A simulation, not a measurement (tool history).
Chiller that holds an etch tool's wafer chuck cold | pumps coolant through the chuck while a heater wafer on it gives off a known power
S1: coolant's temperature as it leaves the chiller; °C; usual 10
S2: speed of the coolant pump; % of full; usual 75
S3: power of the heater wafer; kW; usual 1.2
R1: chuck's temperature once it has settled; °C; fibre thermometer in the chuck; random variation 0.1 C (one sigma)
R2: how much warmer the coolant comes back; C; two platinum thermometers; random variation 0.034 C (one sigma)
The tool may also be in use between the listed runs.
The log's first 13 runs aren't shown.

run    hour  S1   S2     S3    R1    R2
 14  1865.5  10   69    1.2  21.4   6.2
 15  2073.5  10   69    1.2  21.3  6.22
     2144.1  -- chiller's thermometer calibrated
 16  2240.6   6   75    1.2  16.4  5.76
 17  2333.3   4   75    1.2  14.7  5.74
 18  2423.7  20   99    1.2  28.4  4.29
 19  2605.5  17   99  1.167  25.2  4.23
 20  2737.8  15   68    1.2  26.5  6.38
 21  2862.7  15   68    1.2  26.4  6.36
 22  3072.9  10   75  1.522  23.4  7.31
     3100.8  -- chiller's thermometer calibrated, once more
 23  3242.3   5   65  0.652  11.6  3.61
 24  3406.8   8   63    1.2  20.6  6.88
 25  3592.8   1   77  0.667     7  3.09
 26  3707.8   1   77  0.667     7  3.13
 27    3901   1   77  0.667   7.1  3.16
 28  4031.6   1   77  0.667   7.1  3.14
     4153.8  -- coolant changed, channels flushed
 29  4192.2   1   77  0.667   6.2  3.14
 30  4291.8  11   75  0.779  17.4  3.78
 31  4501.6  14  100    1.2    22  4.31
 32  4703.3  12   86  0.714  17.4  2.98

Forecast each of these 4 alternatives for the next run:
  A  4856.2  20  70  1.122   ?   ?
  B  4856.2  15  73  0.877   ?   ?
  C  4856.2   4  75  0.769   ?   ?
  D  4856.2  19  70  0.664   ?   ?

run    R1    R2
  A  29.9  5.85
  B  22.5  4.39
  C  10.6  3.74
  D  24.8  3.51
Without the tool's hidden state the same runs would have given:
run    R1    R2
  A  29.6  5.48
  B  22.3  4.11
  C  10.5  3.51
  D  24.7  3.29
